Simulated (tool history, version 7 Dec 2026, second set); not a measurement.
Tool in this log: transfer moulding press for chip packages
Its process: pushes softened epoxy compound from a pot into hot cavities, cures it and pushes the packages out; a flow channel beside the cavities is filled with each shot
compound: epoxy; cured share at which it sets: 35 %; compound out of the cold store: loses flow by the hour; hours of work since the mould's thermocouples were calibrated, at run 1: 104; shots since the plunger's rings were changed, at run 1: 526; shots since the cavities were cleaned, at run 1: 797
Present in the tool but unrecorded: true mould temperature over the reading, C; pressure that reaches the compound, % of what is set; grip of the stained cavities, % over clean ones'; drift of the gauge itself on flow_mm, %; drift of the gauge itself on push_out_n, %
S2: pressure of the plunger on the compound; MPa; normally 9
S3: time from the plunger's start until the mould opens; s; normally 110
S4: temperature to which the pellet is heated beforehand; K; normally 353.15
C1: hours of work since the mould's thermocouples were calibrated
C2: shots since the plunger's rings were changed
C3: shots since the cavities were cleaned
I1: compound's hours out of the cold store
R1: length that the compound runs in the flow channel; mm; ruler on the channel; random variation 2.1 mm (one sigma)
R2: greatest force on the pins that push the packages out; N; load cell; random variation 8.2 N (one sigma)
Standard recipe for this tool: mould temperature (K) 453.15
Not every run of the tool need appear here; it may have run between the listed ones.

{"run": 1, "hour": 0.0, "mould temperature (K)": 453.15, "S2": 9, "S3": 110, "S4": 353.15, "C1": 104, "C2": 526, "C3": 797, "I1": 9.4, "R1": 786, "R2": 635}
{"run": 2, "hour": 11.5, "mould temperature (K)": 458.15, "S2": 9, "S3": 110, "S4": 353.15, "C1": 112, "C2": 654, "C3": 925, "I1": 9.6, "R1": 765, "R2": 504}
{"run": 3, "hour": 26.5, "mould temperature (K)": 458.15, "S2": 9, "S3": 110, "S4": 353.15, "C1": 123, "C2": 821, "C3": 1092, "I1": 14.2, "R1": 753, "R2": 520}
{"hour": 29.8, "done": "cavities cleaned with cleaning compound and waxed"}
{"run": 4, "hour": 39.1, "mould temperature (K)": 458.15, "S2": 9, "S3": 110, "S4": 353.15, "C1": 130, "C2": 945, "C3": 104, "I1": 31.2, "R1": 692, "R2": 345}
{"run": 5, "hour": 50.4, "mould temperature (K)": 453.15, "S2": 9, "S3": 110, "S4": 353.15, "C1": 138, "C2": 1070, "C3": 229, "I1": 27.7, "R1": 714, "R2": 458}
{"run": 6, "hour": 63.2, "mould temperature (K)": 453.15, "S2": 9, "S3": 110, "S4": 353.15, "C1": 147, "C2": 1212, "C3": 371, "I1": 33.7, "R1": 692, "R2": 492}
{"run": 7, "hour": 81.7, "mould temperature (K)": 453.15, "S2": 9, "S3": 110, "S4": 357.15, "C1": 160, "C2": 1418, "C3": 577, "I1": 33.7, "R1": 691, "R2": 561}
{"run": 8, "hour": 97.5, "mould temperature (K)": 453.15, "S2": 9, "S3": 110, "S4": 357.15, "C1": 171, "C2": 1594, "C3": 753, "I1": 39, "R1": 673, "R2": 556}
{"run": 9, "hour": 116.3, "mould temperature (K)": 453.15, "S2": 9, "S3": 110, "S4": 354.15, "C1": 184, "C2": 1804, "C3": 963, "I1": 34.2, "R1": 689, "R2": 615}
{"run": 10, "hour": 125.9, "mould temperature (K)": 453.15, "S2": 9, "S3": 110, "S4": 349.15, "C1": 191, "C2": 1910, "C3": 1069, "I1": 16.2, "R1": 743, "R2": 672}
{"hour": 132.5, "done": "cavities cleaned with cleaning compound and waxed"}
{"run": 11, "hour": 139.8, "mould temperature (K)": 453.15, "S2": 8.94, "S3": 110, "S4": 353.15, "C1": 199, "C2": 2048, "C3": 82, "I1": 24.2, "R1": 719, "R2": 423}
{"run": 12, "hour": 155.3, "mould temperature (K)": 453.15, "S2": 8.94, "S3": 110, "S4": 353.15, "C1": 210, "C2": 2220, "C3": 254, "I1": 20.7, "R1": 723, "R2": 476}
{"run": 13, "hour": 167.9, "mould temperature (K)": 453.15, "S2": 8.94, "S3": 110, "S4": 353.15, "C1": 219, "C2": 2360, "C3": 394, "I1": 15.3, "R1": 738, "R2": 525}
{"hour": 186.4, "done": "plunger's sealing rings changed"}
{"run": 14, "hour": 189.2, "mould temperature (K)": 453.15, "S2": 9, "S3": 110, "S4": 353.15, "C1": 232, "C2": 31, "C3": 604, "I1": 9.3, "R1": 782, "R2": 611}
{"run": 15, "hour": 205.1, "mould temperature (K)": 453.15, "S2": 9, "S3": 110, "S4": 346.15, "C1": 243, "C2": 207, "C3": 780, "I1": 31.6, "R1": 710, "R2": 582}
{"run": 16, "hour": 218.7, "mould temperature (K)": 450.15, "S2": 9.74, "S3": 147, "S4": 345.15, "C1": 252, "C2": 359, "C3": 932, "I1": 10.9, "R1": 815, "R2": 535}
{"run": 17, "hour": 227.3, "mould temperature (K)": 450.15, "S2": 9.74, "S3": 147, "S4": 345.15, "C1": 258, "C2": 454, "C3": 1027, "I1": 40.6, "R1": 713, "R2": 515}
{"hour": 237.1, "done": "cavities cleaned with cleaning compound and waxed"}
{"run": 18, "hour": 245.7, "mould temperature (K)": 450.15, "S2": 9.74, "S3": 147, "S4": 345.15, "C1": 270, "C2": 643, "C3": 97, "I1": 33.6, "R1": 733, "R2": 321}
{"run": 19, "hour": 258.8, "mould temperature (K)": 450.15, "S2": 9.74, "S3": 147, "S4": 345.15, "C1": 279, "C2": 788, "C3": 242, "I1": 24.2, "R1": 761, "R2": 372}
{"run": 20, "hour": 275.1, "mould temperature (K)": 450.15, "S2": 9.74, "S3": 147, "S4": 345.15, "C1": 290, "C2": 970, "C3": 424, "I1": 30.7, "R1": 739, "R2": 429}
{"run": 21, "hour": 289.9, "mould temperature (K)": 450.15, "S2": 9.74, "S3": 145, "S4": 345.15, "C1": 301, "C2": 1134, "C3": 588, "I1": 12.9, "R1": 802, "R2": 478}
{"run": 22, "hour": 299.7, "mould temperature (K)": 452.15, "S2": 8.46, "S3": 139, "S4": 351.15, "C1": 307, "C2": 1243, "C3": 697, "I1": 16.2, "R1": 727, "R2": 463}
{"run": 23, "hour": 309.7, "mould temperature (K)": 447.15, "S2": 8.46, "S3": 110, "S4": 351.15, "C1": 314, "C2": 1354, "C3": 808, "I1": 10, "R1": 768, "R2": 995}
{"run": 24, "hour": 322.2, "mould temperature (K)": 447.15, "S2": 8.46, "S3": 110, "S4": 351.15, "C1": 323, "C2": 1494, "C3": 948, "I1": 25.5, "R1": 709, "R2": 977}

Forecast run 25:
{"hour": 340.0, "done": "cavities cleaned with cleaning compound and waxed"}
{"run": 25, "hour": 342.0, "mould temperature (K)": 447.15, "S2": 8.46, "S3": 110, "S4": 351.15, "C1": 336, "C2": 1697, "C3": 22, "I1": 23.8, "R1": "?", "R2": "?"}

{"run 25": {"R1": 717, "R2": 569}}
Take away the tool's hidden state, keep the run-to-run variation as it was, and the same run would have given R1 738 mm, R2 580 N.

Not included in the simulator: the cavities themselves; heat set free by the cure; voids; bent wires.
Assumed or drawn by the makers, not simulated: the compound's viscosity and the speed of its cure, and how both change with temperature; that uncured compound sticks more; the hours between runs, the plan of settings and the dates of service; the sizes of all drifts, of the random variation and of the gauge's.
